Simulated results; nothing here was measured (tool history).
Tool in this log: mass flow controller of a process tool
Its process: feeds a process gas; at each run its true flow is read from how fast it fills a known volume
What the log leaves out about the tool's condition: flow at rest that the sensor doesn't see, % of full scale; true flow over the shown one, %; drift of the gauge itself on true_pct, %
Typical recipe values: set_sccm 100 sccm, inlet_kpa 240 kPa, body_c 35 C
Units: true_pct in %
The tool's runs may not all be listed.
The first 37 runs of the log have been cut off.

run,hour,set_sccm,inlet_kpa,body_c,hours of work since the controller was set to zero,hours of work since the controller was changed,true_pct
38,4248.8,128,238,23,4351,4351,99.36
39,4402.1,81,171,34,4419,4419,99.21
40,4551.3,23,215,35,4486,4486,99.07
41,4640.8,69,240,35,4526,4526,99.78
42,4709.2,69,240,27,4557,4557,99
43,4865.7,69,240,27,4627,4627,99.01
44,4988.9,187,187,21,4682,4682,99.37
45,5142.7,187,187,21,4751,4751,99.35
46,5243,24,187,35,4796,4796,98.83
47,5391.9,114,168,35,4863,4863,99.72
48,5521.8,137,206,35,4921,4921,100.25
49,5641.6,26,203,35,4975,4975,99

Alternative continuations, all from the tool just after run 49; predict every row:
A,5795.5,59,147,33,5044,5044,?
B,5795.5,27,240,23,5044,5044,?
C,5795.5,144,155,35,5044,5044,?

run,true_pct
A,98.73
B,98.13
C,99.94
Without the tool's hidden state the same runs would have given:
run,true_pct
A,98.72
B,98.11
C,99.94
